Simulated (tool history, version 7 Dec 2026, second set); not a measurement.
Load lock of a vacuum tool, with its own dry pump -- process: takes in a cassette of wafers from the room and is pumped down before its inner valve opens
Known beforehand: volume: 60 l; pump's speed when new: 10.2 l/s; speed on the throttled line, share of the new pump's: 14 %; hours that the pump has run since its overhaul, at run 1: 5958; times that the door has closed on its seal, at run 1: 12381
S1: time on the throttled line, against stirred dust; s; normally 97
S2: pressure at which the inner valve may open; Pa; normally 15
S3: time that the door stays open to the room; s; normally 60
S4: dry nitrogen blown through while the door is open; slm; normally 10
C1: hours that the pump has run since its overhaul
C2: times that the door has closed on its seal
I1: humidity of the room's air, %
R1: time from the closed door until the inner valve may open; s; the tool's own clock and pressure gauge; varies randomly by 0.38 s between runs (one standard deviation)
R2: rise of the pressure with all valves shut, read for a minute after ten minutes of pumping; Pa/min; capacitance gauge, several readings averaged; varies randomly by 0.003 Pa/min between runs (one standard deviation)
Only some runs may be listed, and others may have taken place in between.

run	hour	S1	S2	S3	S4	C1	C2	I1	R1	R2
1	0	97	15	60	10	5958	12381	50.2	136.8	0.051
2	141.2	97	15	60	10	6099	12639	45	136.8	0.049
3	308.9	149	15	60	10	6267	12945	45.7	180.6	0.055
4	451.3	97	15	130	10	6409	13205	46	136.5	0.062
5	624.8	97	15	130	10	6583	13522	43	136.4	0.054
6	771.8	97	15	130	10	6730	13791	46.2	137.4	0.06
7	912.2	97	15	130	10	6870	14047	41.8	137	0.058
8	1031.4	97	15	60	9	6989	14265	46.3	136.6	0.054
9	1171.3	49	15	60	9	7129	14521	45.1	96.2	0.051
10	1266.1	97	15	60	10	7224	14694	45.9	137.1	0.052
11	1385.1	97	15	60	10	7343	14911	43.2	136.9	0.05
12	1488.4	97	15	42	10	7446	15100	41.8	136.4	0.046
13	1660	97	15	42	10	7618	15413	47.1	136.8	0.053
14	1818	175	16	65	6	7776	15702	45.4	202.8	0.061
15	1942.8	97	27	60	44	7901	15930	46.3	133.2	0.036
16	2096.4	137	28	232	7	8054	16211	45.3	166.5	0.081
17	2169.5	139	15	60	11	8127	16344	47.5	172.3	0.055
18	2280.6	139	15	60	11	8238	16547	46.5	172.4	0.061
19	2450.8	66	12	99	40	8409	16858	47	112.5	0.038
20	2559.5	134	28	83	10	8517	17057	46.1	164.7	0.061
21	2652.2	186	28	83	15	8610	17226	44.9	208.8	0.059
22	2832.6	97	20	107	10	8790	17556	44.4	135.6	0.059
23	2929.8	85	20	117	5	8888	17733	42.9	125.2	0.073
24	3032.7	85	20	117	23	8990	17921	46.9	125.1	0.051
25	3173.7	85	20	117	23	9131	18179	43.4	125.2	0.047
26	3335.6	85	20	117	23	9293	18474	50.3	125.3	0.056

Each row is a separate what-if for the run after 26, all from the same tool condition, not one after another. Results?
A	3509.6	85	17	117	23	9467	18792	42.3	?	?
B	3509.6	97	15	140	10	9467	18792	43.6	?	?
C	3509.6	97	23	104	30	9467	18792	42.4	?	?

run	R1	R2
A	126	0.052
B	137.7	0.067
C	134.6	0.044
With the hidden condition removed and each run's random variation left untouched, the same runs would have given:
run	R1	R2
A	123.7	0.031
B	135.5	0.046
C	132.5	0.022
